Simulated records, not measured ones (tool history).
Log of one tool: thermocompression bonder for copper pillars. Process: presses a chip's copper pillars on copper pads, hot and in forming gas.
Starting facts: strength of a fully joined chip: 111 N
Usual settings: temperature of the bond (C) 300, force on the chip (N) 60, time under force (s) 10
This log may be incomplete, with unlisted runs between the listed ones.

| run | hour | temperature of the bond (C) | force on the chip (N) | time under force (s) | force that shears a chip off (N) |
|---|---|---|---|---|---|
| 1 | 0 | 300 | 60 | 10 | 57.1 |
| 2 | 27.3 | 300 | 60 | 10 | 55 |
| 3 | 73.3 | 300 | 60 | 10 | 57.5 |
| 4 | 106.9 | 300 | 60 | 10 | 58.1 |
| 5 | 135.8 | 300 | 60 | 8 | 53.3 |
| 6 | 160.7 | 300 | 60 | 10 | 54.8 |
| 7 | 201.9 | 300 | 60 | 10 | 57.9 |
| 8 | 238.9 | 300 | 60 | 10 | 56.7 |
| 9 | 283.3 | 300 | 54 | 10 | 51.2 |
| 10 | 306.5 | 300 | 60 | 10 | 55.6 |
| 11 | 334.4 | 300 | 60 | 10 | 57.6 |
| 12 | 355.3 | 300 | 60 | 10 | 57.6 |
| 13 | 400.2 | 300 | 60 | 6 | 46.9 |
| 14 | 424 | 328 | 60 | 10 | 71.2 |
| 15 | 456.5 | 300 | 60 | 10 | 56.4 |
| 16 | 484.1 | 300 | 60 | 8 | 51.3 |
| 17 | 504.7 | 300 | 60 | 9 | 54.9 |
| 18 | 549 | 300 | 60 | 9 | 53.1 |
| 19 | 585.2 | 300 | 60 | 9 | 53.8 |
|  | 602.1 | forming gas filter changed |
| 20 | 628.1 | 300 | 43 | 10 | 39.5 |
|  | 646.6 | force cell calibrated |
| 21 | 667.5 | 300 | 43 | 10 | 40.5 |
| 22 | 708.3 | 300 | 43 | 10 | 39.8 |
| 23 | 728 | 300 | 43 | 10 | 38 |
| 24 | 752.9 | 300 | 43 | 10 | 39.7 |
| 25 | 783.1 | 310 | 44 | 12 | 47.8 |

Run 26 comes next. What will it give?
| 26 | 826.5 | 325 | 76 | 8 | ? |

{"run 26": {"force that shears a chip off (N)": 78.6}}
On a tool with no hidden condition, and with the same random variation, this run would have come out at force that shears a chip off (N) 79.
